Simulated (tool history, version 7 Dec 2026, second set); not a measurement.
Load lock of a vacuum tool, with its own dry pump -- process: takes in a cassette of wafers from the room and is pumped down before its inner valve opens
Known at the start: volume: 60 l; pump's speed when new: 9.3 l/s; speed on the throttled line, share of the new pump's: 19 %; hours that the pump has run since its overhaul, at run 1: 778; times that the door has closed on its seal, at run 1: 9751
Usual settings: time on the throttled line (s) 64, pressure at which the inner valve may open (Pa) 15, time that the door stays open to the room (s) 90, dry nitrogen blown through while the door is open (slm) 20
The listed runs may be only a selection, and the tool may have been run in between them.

run	hour	time on the throttled line (s)	pressure at which the inner valve may open (Pa)	time that the door stays open to the room (s)	dry nitrogen blown through while the door is open (slm)	hours that the pump has run since its overhaul	times that the door has closed on its seal	incoming humidity of the room's air, %	time from the closed door until the inner valve may open (s)	rise of the pressure with all valves shut (Pa/min)
1	0	64	15	90	20	778	9751	47.3	109.4	0.127
2	58.8	64	15	90	20	837	9978	42	108.7	0.118
3	104.5	64	15	90	20	883	10155	44	109.6	0.131
4	152.8	64	15	41	20	931	10341	44.4	110	0.121
5	232.7	64	15	41	18	1011	10650	43.2	109.5	0.124
6	321	64	15	90	20	1099	10990	45.6	109.8	0.141
7	394.5	64	15	90	20	1173	11274	45.4	109.6	0.138
8	470.6	64	15	90	20	1249	11568	44.9	111	0.148
9	519.8	64	15	90	20	1298	11758	49.8	111	0.155
10	577.3	64	15	90	20	1356	11980	46.8	110.6	0.152
11	654.6	64	15	90	20	1433	12279	44.5	109.6	0.154
12	696.3	64	13	90	20	1475	12440	45.5	111.7	0.159
13	739.4	64	13	90	20	1518	12606	44.2	111.3	0.159
14	779.8	64	13	90	8	1558	12762	43.9	111	0.172
15	853.3	64	13	90	20	1632	13046	47.3	111.1	0.161
16	923.2	64	13	39	42	1702	13316	48	110.7	0.152
17	1004.3	64	23	35	9	1783	13629	45.6	107.1	0.166
18	1046.1	64	23	35	9	1824	13790	45.2	107.7	0.17
19	1089.7	64	15	33	35	1868	13958	47.1	109.9	0.169
20	1159.3	64	15	90	11	1938	14227	43.5	110.1	0.192
21	1229.1	64	15	106	20	2007	14497	44.2	110.5	0.195
22	1294.6	34	11	75	32	2073	14750	42.1	88.7	0.187
23	1355.2	64	15	47	14	2134	14983	45.3	111.6	0.191
24	1428.3	64	17	37	5	2207	15266	49	109.2	0.196
25	1481.1	102	19	90	16	2259	15469	46.4	139.4	0.211
26	1556.1	64	13	61	20	2334	15759	47.7	112.1	0.198

The next listed run, before its measurement:
27	1629.5	98	15	90	20	2408	16043	47.2	?	?

time from the closed door until the inner valve may open (s): 138.6
rise of the pressure with all valves shut (Pa/min): 0.221
Take away the tool's hidden state, keep the run-to-run variation as it was, and the same run would have given time from the closed door until the inner valve may open (s) 137, rise of the pressure with all valves shut (Pa/min) 0.034.

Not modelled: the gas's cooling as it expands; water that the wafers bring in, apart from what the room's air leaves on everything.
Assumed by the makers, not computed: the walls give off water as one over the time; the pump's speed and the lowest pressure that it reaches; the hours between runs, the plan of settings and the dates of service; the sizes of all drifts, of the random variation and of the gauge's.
